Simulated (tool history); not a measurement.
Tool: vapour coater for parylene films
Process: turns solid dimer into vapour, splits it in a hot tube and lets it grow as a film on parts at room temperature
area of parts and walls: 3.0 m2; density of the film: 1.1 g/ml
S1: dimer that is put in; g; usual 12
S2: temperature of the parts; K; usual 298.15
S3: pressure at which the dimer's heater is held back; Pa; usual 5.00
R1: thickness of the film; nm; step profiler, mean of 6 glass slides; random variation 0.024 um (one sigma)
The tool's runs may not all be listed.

run	hour	S1	S2	S3	R1
1	0.0	12	298.15	5.00	2080
# hour 13.2: trap's valve overhauled
2	44.5	12	298.15	5.00	2320
3	70.5	12	297.15	5.00	2430
4	91.6	12	302.15	5.00	1910
5	127.2	12	302.15	5.00	1860
6	162.7	12	302.15	5.00	1840
7	183.6	12	307.15	5.00	1470
8	214.4	12	307.15	5.00	1440
9	236.3	12	298.15	5.00	2150
10	266.6	12	298.15	5.00	2180
11	297.8	12	298.15	5.00	2200
12	326.9	12	298.15	5.00	2180
13	355.3	12	298.15	5.00	2130
14	396.3	12	304.15	5.00	1560
# hour 404.7: trap's valve overhauled
15	433.0	12	304.15	5.00	1760
16	459.4	12	298.15	5.00	2330
17	489.7	12	298.15	5.00	2290
18	510.3	12	298.15	5.00	2320
19	533.3	12	298.15	5.00	2310
20	565.2	12	305.15	5.00	1640
21	602.6	12	302.15	5.00	1890
22	629.3	12	298.15	5.00	2200
23	653.5	12	298.15	5.00	2240
24	692.2	12	298.15	5.00	2220
25	727.1	14	298.15	5.00	2560
26	762.1	21	298.15	3.41	3950
27	789.5	14	305.15	7.64	1740
# hour 796.2: trap's valve overhauled
28	834.2	8	298.15	2.09	1760
29	859.6	15	296.15	3.33	3380
30	894.8	22	296.15	3.33	4980
31	930.8	12	298.15	3.73	2430
32	966.7	17	309.15	2.16	2110
33	991.6	17	309.15	2.16	2120
34	1020.8	12	298.15	6.88	2230
35	1059.0	12	303.15	7.28	1760
# hour 1071.6: table's thermometer calibrated
36	1102.6	12	303.15	7.28	1540
37	1138.6	12	295.15	7.28	2280
38	1159.4	9	292.15	8.19	1950
# hour 1191.0: trap's valve overhauled
39	1199.8	9	300.15	6.04	1500
40	1224.7	9	300.15	6.04	1490
41	1263.5	6	304.15	2.83	870
42	1285.1	9	293.15	10.05	1930
43	1318.4	12	297.15	2.02	2540
44	1340.3	12	298.15	9.14	2080
45	1358.5	12	298.15	9.14	2030
46	1377.8	16	308.15	3.53	1910
47	1401.6	7	299.15	3.53	1240
48	1433.4	7	299.15	3.53	1260

Forecast each of these 3 alternatives for the next run:
A	1468.5	18	299.15	3.53	?
B	1468.5	16	298.15	5.00	?
C	1468.5	12	292.15	5.11	?

run	R1
A	3190
B	2800
C	2860
Without the tool's hidden state the same runs would have given:
run	R1
A	3380
B	2970
C	3040
